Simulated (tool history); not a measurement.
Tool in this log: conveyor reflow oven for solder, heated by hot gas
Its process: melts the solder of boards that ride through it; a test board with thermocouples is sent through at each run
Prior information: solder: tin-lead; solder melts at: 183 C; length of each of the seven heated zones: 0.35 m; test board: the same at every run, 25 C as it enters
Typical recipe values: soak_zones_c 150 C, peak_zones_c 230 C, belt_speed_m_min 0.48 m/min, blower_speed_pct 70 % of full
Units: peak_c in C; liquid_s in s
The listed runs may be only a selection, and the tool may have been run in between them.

run 1 day=0 | soak_zones_c=150 peak_zones_c=230 belt_speed_m_min=0.48 blower_speed_pct=70 | peak_c=214.3 liquid_s=67.3
run 2 day=0.312 | soak_zones_c=150 peak_zones_c=230 belt_speed_m_min=0.48 blower_speed_pct=70 | peak_c=215.8 liquid_s=68.3
run 3 day=0.546 | soak_zones_c=161 peak_zones_c=230 belt_speed_m_min=0.48 blower_speed_pct=70 | peak_c=218.3 liquid_s=76.6
run 4 day=0.742 | soak_zones_c=150 peak_zones_c=230 belt_speed_m_min=0.48 blower_speed_pct=70 | peak_c=215.1 liquid_s=69
run 5 day=1.117 | soak_zones_c=150 peak_zones_c=230 belt_speed_m_min=0.48 blower_speed_pct=70 | peak_c=214.6 liquid_s=68
run 6 day=1.367 | soak_zones_c=150 peak_zones_c=230 belt_speed_m_min=0.48 blower_speed_pct=70 | peak_c=214.6 liquid_s=68.4
run 7 day=1.688 | soak_zones_c=150 peak_zones_c=230 belt_speed_m_min=0.48 blower_speed_pct=70 | peak_c=215.5 liquid_s=69.6
-- day=2.062 flux residue cleaned out of gas plates and filters
run 8 day=2.204 | soak_zones_c=150 peak_zones_c=230 belt_speed_m_min=0.48 blower_speed_pct=64 | peak_c=212 liquid_s=65.1
run 9 day=2.433 | soak_zones_c=149 peak_zones_c=230 belt_speed_m_min=0.48 blower_speed_pct=64 | peak_c=212.1 liquid_s=64.2
run 10 day=2.783 | soak_zones_c=149 peak_zones_c=230 belt_speed_m_min=0.48 blower_speed_pct=64 | peak_c=212 liquid_s=65
run 11 day=3.067 | soak_zones_c=150 peak_zones_c=230 belt_speed_m_min=0.48 blower_speed_pct=70 | peak_c=213.6 liquid_s=66.2
-- day=3.408 flux residue cleaned out of gas plates and filters, once more
run 12 day=3.467 | soak_zones_c=150 peak_zones_c=230 belt_speed_m_min=0.48 blower_speed_pct=70 | peak_c=216.9 liquid_s=71.5
run 13 day=3.854 | soak_zones_c=150 peak_zones_c=230 belt_speed_m_min=0.48 blower_speed_pct=57 | peak_c=213.4 liquid_s=67.7
run 14 day=4.083 | soak_zones_c=150 peak_zones_c=222 belt_speed_m_min=0.48 blower_speed_pct=57 | peak_c=207.2 liquid_s=61.4
run 15 day=4.417 | soak_zones_c=150 peak_zones_c=230 belt_speed_m_min=0.48 blower_speed_pct=70 | peak_c=217.8 liquid_s=71.8
run 16 day=4.688 | soak_zones_c=150 peak_zones_c=230 belt_speed_m_min=0.48 blower_speed_pct=70 | peak_c=216.1 liquid_s=70.2
run 17 day=4.862 | soak_zones_c=150 peak_zones_c=230 belt_speed_m_min=0.48 blower_speed_pct=70 | peak_c=217.4 liquid_s=71.2
run 18 day=5.083 | soak_zones_c=157 peak_zones_c=218 belt_speed_m_min=0.55 blower_speed_pct=70 | peak_c=204.2 liquid_s=53.7
run 19 day=5.471 | soak_zones_c=162 peak_zones_c=230 belt_speed_m_min=0.48 blower_speed_pct=50 | peak_c=213.5 liquid_s=75.1
run 20 day=5.662 | soak_zones_c=162 peak_zones_c=234 belt_speed_m_min=0.48 blower_speed_pct=50 | peak_c=217.1 liquid_s=76.3
run 21 day=6.029 | soak_zones_c=162 peak_zones_c=234 belt_speed_m_min=0.48 blower_speed_pct=50 | peak_c=217.8 liquid_s=76.2
run 22 day=6.396 | soak_zones_c=162 peak_zones_c=234 belt_speed_m_min=0.48 blower_speed_pct=50 | peak_c=217.3 liquid_s=77.8
run 23 day=6.692 | soak_zones_c=162 peak_zones_c=234 belt_speed_m_min=0.48 blower_speed_pct=50 | peak_c=216.8 liquid_s=76.3
run 24 day=7.05 | soak_zones_c=162 peak_zones_c=234 belt_speed_m_min=0.48 blower_speed_pct=50 | peak_c=217.2 liquid_s=76.5
run 25 day=7.221 | soak_zones_c=150 peak_zones_c=230 belt_speed_m_min=0.48 blower_speed_pct=70 | peak_c=216.3 liquid_s=71.4
run 26 day=7.579 | soak_zones_c=137 peak_zones_c=230 belt_speed_m_min=0.48 blower_speed_pct=70 | peak_c=214.8 liquid_s=63
run 27 day=7.871 | soak_zones_c=137 peak_zones_c=230 belt_speed_m_min=0.48 blower_speed_pct=70 | peak_c=214.6 liquid_s=61.8
run 28 day=8.246 | soak_zones_c=137 peak_zones_c=230 belt_speed_m_min=0.48 blower_speed_pct=70 | peak_c=214.4 liquid_s=62.5
run 29 day=8.538 | soak_zones_c=137 peak_zones_c=230 belt_speed_m_min=0.579 blower_speed_pct=70 | peak_c=208.5 liquid_s=44.1
run 30 day=8.704 | soak_zones_c=155 peak_zones_c=230 belt_speed_m_min=0.579 blower_speed_pct=76 | peak_c=213.8 liquid_s=57.5

A few steps of peak_c between consecutive runs. Split each: what settings, incoming material and random variation would produce without the hidden state, and what is left over for the hidden state, along with gauge scatter present in only one of the two compared results (measured, and without hidden state):
Hidden conditions of the tool in this case: heat that the gas passes to the board, % of a clean oven's; belt's true speed, % of the reading; true gas temperature in zones 6 and 7 over the reading, C; drift of the gauge itself on peak_c, C; drift of the gauge itself on liquid_s, %.
Run 3 -> 4: soak_zones_c 161 -> 150. peak_c -3.2 C: hidden state -0.3, all else -2.9.
Run 7 -> 8: blower_speed_pct 70 -> 64, flux residue cleaned out of gas plates and filters. peak_c -3.5 C: hidden state -1.2, all else -2.3.
Run 11 -> 12: flux residue cleaned out of gas plates and filters, once more. peak_c +3.3 C: hidden state +3.8, all else -0.5.
Run 14 -> 15: peak_zones_c 222 -> 230, blower_speed_pct 57 -> 70. peak_c +10.6 C: hidden state -0.1, all else +10.7.
Run 17 -> 18: soak_zones_c 150 -> 157, peak_zones_c 230 -> 218, belt_speed_m_min 0.48 -> 0.55. peak_c -13.2 C: hidden state +0, all else -13.2.
Run 18 -> 19: soak_zones_c 157 -> 162, peak_zones_c 218 -> 230, belt_speed_m_min 0.55 -> 0.48, blower_speed_pct 70 -> 50. peak_c +9.3 C: hidden state -0.1, all else +9.4.

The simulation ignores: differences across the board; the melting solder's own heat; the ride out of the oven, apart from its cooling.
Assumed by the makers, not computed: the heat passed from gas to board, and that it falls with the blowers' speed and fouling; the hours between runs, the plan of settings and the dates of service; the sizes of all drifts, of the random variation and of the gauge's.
